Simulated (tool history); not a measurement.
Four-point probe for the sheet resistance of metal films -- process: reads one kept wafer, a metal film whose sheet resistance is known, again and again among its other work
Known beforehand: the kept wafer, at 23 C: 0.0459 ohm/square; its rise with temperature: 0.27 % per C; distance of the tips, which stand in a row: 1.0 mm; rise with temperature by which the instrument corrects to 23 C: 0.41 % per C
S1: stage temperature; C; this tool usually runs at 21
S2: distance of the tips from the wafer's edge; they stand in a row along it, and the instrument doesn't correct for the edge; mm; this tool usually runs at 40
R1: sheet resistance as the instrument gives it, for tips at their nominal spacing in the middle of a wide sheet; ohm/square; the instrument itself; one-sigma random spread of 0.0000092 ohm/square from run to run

{"run": 1, "hour": 0.0, "S1": 21, "S2": 40, "R1": 0.046055}
{"run": 2, "hour": 37.1, "S1": 21, "S2": 38, "R1": 0.046051}
{"run": 3, "hour": 74.4, "S1": 29, "S2": 38, "R1": 0.045569}
{"run": 4, "hour": 121.0, "S1": 29, "S2": 38, "R1": 0.045576}
{"run": 5, "hour": 156.5, "S1": 29, "S2": 38, "R1": 0.04557}
{"run": 6, "hour": 189.2, "S1": 29, "S2": 38, "R1": 0.045578}
{"run": 7, "hour": 234.8, "S1": 28, "S2": 40, "R1": 0.045644}
{"run": 8, "hour": 284.1, "S1": 28, "S2": 40, "R1": 0.045651}
{"run": 9, "hour": 328.3, "S1": 21, "S2": 40, "R1": 0.046089}
{"run": 10, "hour": 368.6, "S1": 21, "S2": 40, "R1": 0.046102}
{"run": 11, "hour": 403.6, "S1": 21, "S2": 40, "R1": 0.046104}
{"run": 12, "hour": 454.3, "S1": 21, "S2": 40, "R1": 0.046123}
{"run": 13, "hour": 478.5, "S1": 21, "S2": 40, "R1": 0.046116}
{"run": 14, "hour": 517.4, "S1": 21, "S2": 40, "R1": 0.046125}
{"run": 15, "hour": 546.2, "S1": 21, "S2": 4, "R1": 0.047606}
{"run": 16, "hour": 574.8, "S1": 21, "S2": 4, "R1": 0.047612}
{"run": 17, "hour": 628.5, "S1": 21, "S2": 4, "R1": 0.047616}
{"run": 18, "hour": 659.9, "S1": 21, "S2": 4, "R1": 0.047639}
{"run": 19, "hour": 694.1, "S1": 21, "S2": 20, "R1": 0.046181}
{"run": 20, "hour": 731.7, "S1": 22, "S2": 44, "R1": 0.046076}
{"run": 21, "hour": 785.3, "S1": 22, "S2": 44, "R1": 0.046099}
{"run": 22, "hour": 825.1, "S1": 21, "S2": 20, "R1": 0.046205}
{"run": 23, "hour": 869.7, "S1": 27, "S2": 5, "R1": 0.046745}
{"run": 24, "hour": 915.6, "S1": 21, "S2": 4, "R1": 0.047641}
{"run": 25, "hour": 966.6, "S1": 21, "S2": 4, "R1": 0.047659}
{"run": 26, "hour": 1007.0, "S1": 21, "S2": 4, "R1": 0.047679}
{"run": 27, "hour": 1053.7, "S1": 21, "S2": 4, "R1": 0.047675}
{"run": 28, "hour": 1088.3, "S1": 21, "S2": 4, "R1": 0.047674}
{"run": 29, "hour": 1122.6, "S1": 30, "S2": 9, "R1": 0.045944}
{"run": 30, "hour": 1146.0, "S1": 30, "S2": 14, "R1": 0.045748}
{"run": 31, "hour": 1188.7, "S1": 19, "S2": 47, "R1": 0.046357}
{"run": 32, "hour": 1239.8, "S1": 19, "S2": 47, "R1": 0.046344}
{"hour": 1276.9, "done": "new probe head fitted"}
{"run": 33, "hour": 1288.9, "S1": 19, "S2": 47, "R1": 0.045996}
{"run": 34, "hour": 1319.6, "S1": 20, "S2": 6, "R1": 0.046602}

For each run, the measured value with the value that run would have given without the tool's hidden condition subtracted. The run-to-run variation is shared by both, the gauge scatter possibly not:
Unlogged tool condition in this case: inner tips' distance over the nominal, %; tips' flats over new ones', %; wafer's true temperature over the reading, C; drift of the gauge itself on sheet_ohm, %.
run=1 R1=+0.000012
run=2 R1=+0.000017
run=3 R1=+0.000022
run=4 R1=+0.000028
run=5 R1=+0.000033
run=6 R1=+0.000038
run=7 R1=+0.000043
run=8 R1=+0.00005
run=9 R1=+0.000056
run=10 R1=+0.000061
run=11 R1=+0.000066
run=12 R1=+0.000072
run=13 R1=+0.000075
run=14 R1=+0.00008
run=15 R1=+0.000086
run=16 R1=+0.00009
run=17 R1=+0.000099
run=18 R1=+0.000103
run=19 R1=+0.000105
run=20 R1=+0.000109
run=21 R1=+0.000116
run=22 R1=+0.000122
run=23 R1=+0.00013
run=24 R1=+0.000139
run=25 R1=+0.000145
run=26 R1=+0.00015
run=27 R1=+0.000157
run=28 R1=+0.000162
run=29 R1=+0.000161
run=30 R1=+0.000164
run=31 R1=+0.000171
run=32 R1=+0.000178
run=33 R1=-0.000177
run=34 R1=-0.000175
